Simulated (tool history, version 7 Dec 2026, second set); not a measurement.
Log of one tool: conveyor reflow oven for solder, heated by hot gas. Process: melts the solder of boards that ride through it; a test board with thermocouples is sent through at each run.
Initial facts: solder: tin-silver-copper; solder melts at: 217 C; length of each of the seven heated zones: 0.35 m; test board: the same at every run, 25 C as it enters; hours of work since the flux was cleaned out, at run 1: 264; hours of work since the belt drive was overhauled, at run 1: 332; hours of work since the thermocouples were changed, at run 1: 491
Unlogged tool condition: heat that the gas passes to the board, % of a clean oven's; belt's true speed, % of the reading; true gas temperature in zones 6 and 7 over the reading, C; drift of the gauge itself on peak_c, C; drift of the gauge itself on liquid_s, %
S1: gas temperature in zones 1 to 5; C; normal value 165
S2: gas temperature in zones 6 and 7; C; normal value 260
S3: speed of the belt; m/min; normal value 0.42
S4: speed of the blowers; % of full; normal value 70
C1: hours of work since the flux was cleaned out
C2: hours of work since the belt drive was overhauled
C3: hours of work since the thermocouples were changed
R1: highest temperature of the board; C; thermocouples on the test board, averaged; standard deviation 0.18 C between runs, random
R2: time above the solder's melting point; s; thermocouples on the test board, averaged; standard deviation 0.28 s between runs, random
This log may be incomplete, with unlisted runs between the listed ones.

{"run": 1, "hour": 0.0, "S1": 165, "S2": 260, "S3": 0.42, "S4": 70, "C1": 264, "C2": 332, "C3": 491, "R1": 252.6, "R2": 75.4}
{"run": 2, "hour": 7.1, "S1": 165, "S2": 260, "S3": 0.42, "S4": 70, "C1": 269, "C2": 337, "C3": 496, "R1": 252.6, "R2": 75.1}
{"run": 3, "hour": 16.0, "S1": 165, "S2": 260, "S3": 0.42, "S4": 70, "C1": 275, "C2": 343, "C3": 502, "R1": 252.4, "R2": 75.3}
{"run": 4, "hour": 21.5, "S1": 165, "S2": 260, "S3": 0.42, "S4": 70, "C1": 279, "C2": 347, "C3": 506, "R1": 252.4, "R2": 75.1}
{"run": 5, "hour": 33.1, "S1": 165, "S2": 260, "S3": 0.42, "S4": 70, "C1": 287, "C2": 355, "C3": 514, "R1": 252.1, "R2": 75}
{"run": 6, "hour": 43.0, "S1": 165, "S2": 260, "S3": 0.42, "S4": 70, "C1": 294, "C2": 362, "C3": 521, "R1": 251.8, "R2": 75.3}
{"run": 7, "hour": 54.9, "S1": 161, "S2": 260, "S3": 0.42, "S4": 70, "C1": 302, "C2": 370, "C3": 529, "R1": 252.2, "R2": 73.4}
{"run": 8, "hour": 65.1, "S1": 161, "S2": 260, "S3": 0.42, "S4": 70, "C1": 309, "C2": 377, "C3": 536, "R1": 251.9, "R2": 74.2}
{"run": 9, "hour": 75.3, "S1": 161, "S2": 260, "S3": 0.42, "S4": 70, "C1": 316, "C2": 384, "C3": 544, "R1": 252.2, "R2": 73.6}
{"run": 10, "hour": 82.8, "S1": 161, "S2": 260, "S3": 0.42, "S4": 70, "C1": 322, "C2": 389, "C3": 549, "R1": 252.1, "R2": 73.4}
{"run": 11, "hour": 92.7, "S1": 165, "S2": 260, "S3": 0.42, "S4": 61, "C1": 329, "C2": 396, "C3": 556, "R1": 251.2, "R2": 73.3}
{"run": 12, "hour": 104.8, "S1": 165, "S2": 260, "S3": 0.42, "S4": 70, "C1": 337, "C2": 404, "C3": 564, "R1": 252.2, "R2": 75.1}

Expected results for the next run?
{"run": 13, "hour": 115.2, "S1": 165, "S2": 260, "S3": 0.42, "S4": 70, "C1": 344, "C2": 412, "C3": 571, "R1": "?", "R2": "?"}

{"run 13": {"R1": 252.8, "R2": 75.5}}
With the hidden condition absent and the run-to-run variation left alone, this run would have shown R1 251.3 C, R2 73.4 s.
